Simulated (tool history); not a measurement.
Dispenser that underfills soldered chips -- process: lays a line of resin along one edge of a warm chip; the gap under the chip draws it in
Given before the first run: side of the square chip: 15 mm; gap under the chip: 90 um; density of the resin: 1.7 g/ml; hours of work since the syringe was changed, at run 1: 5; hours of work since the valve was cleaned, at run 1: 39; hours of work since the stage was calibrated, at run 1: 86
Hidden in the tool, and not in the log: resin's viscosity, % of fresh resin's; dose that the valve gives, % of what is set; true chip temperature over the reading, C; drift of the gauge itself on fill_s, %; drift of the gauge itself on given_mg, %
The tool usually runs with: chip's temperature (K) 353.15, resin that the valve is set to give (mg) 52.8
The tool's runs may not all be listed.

run	hour	chip's temperature (K)	resin that the valve is set to give (mg)	hours of work since the syringe was changed	hours of work since the valve was cleaned	hours of work since the stage was calibrated	time until the resin shows at the far edge (s)	resin that the valve gave (mg)
1	0.0	353.15	52.8	5	39	86	250.1	51.83
2	3.5	353.15	52.8	7	41	88	290.5	51.65
3	6.0	353.15	52.8	9	43	90	328.0	51.16
# hour 9.3: new syringe of resin
4	10.0	353.15	54.1	0	45	92	191.0	52.25
5	13.3	353.15	54.1	3	47	95	218.6	52.12
6	17.1	353.15	52.8	5	50	97	256.3	51.35
7	20.1	353.15	52.8	7	52	99	292.6	50.76
8	23.9	353.15	52.8	9	54	101	338.5	51.06
# hour 26.3: new syringe of resin
9	27.2	353.15	52.8	1	56	103	186.7	51.14
10	29.4	353.15	52.8	2	57	105	206.3	51.23
11	32.4	353.15	52.8	4	59	107	233.9	51.17
12	37.0	353.15	52.8	7	62	110	285.8	50.79
13	40.3	353.15	52.8	9	65	112	320.4	50.64
# hour 43.1: new syringe of resin
14	43.7	353.15	52.8	0	67	114	186.3	50.45
15	46.8	353.15	56.5	2	69	116	210.9	54.29
16	48.8	353.15	56.5	4	70	117	231.8	54.35
17	52.5	353.15	62.1	6	72	119	267.7	59.45
18	56.9	353.15	59.0	9	75	122	324.7	56.72
# hour 59.8: new syringe of resin
19	61.2	347.15	68.0	1	78	125	240.8	65.29
20	63.8	352.15	54.2	3	79	127	223.6	51.73

Run 21 comes next. What will it give?
21	67.6	353.15	56.5	5	82	129	?	?

time until the resin shows at the far edge (s): 249.4
resin that the valve gave (mg): 53.74
If the tool had no hidden condition, the same run with the same run-to-run variation would have returned time until the resin shows at the far edge (s) 187.6, resin that the valve gave (mg) 56.36.
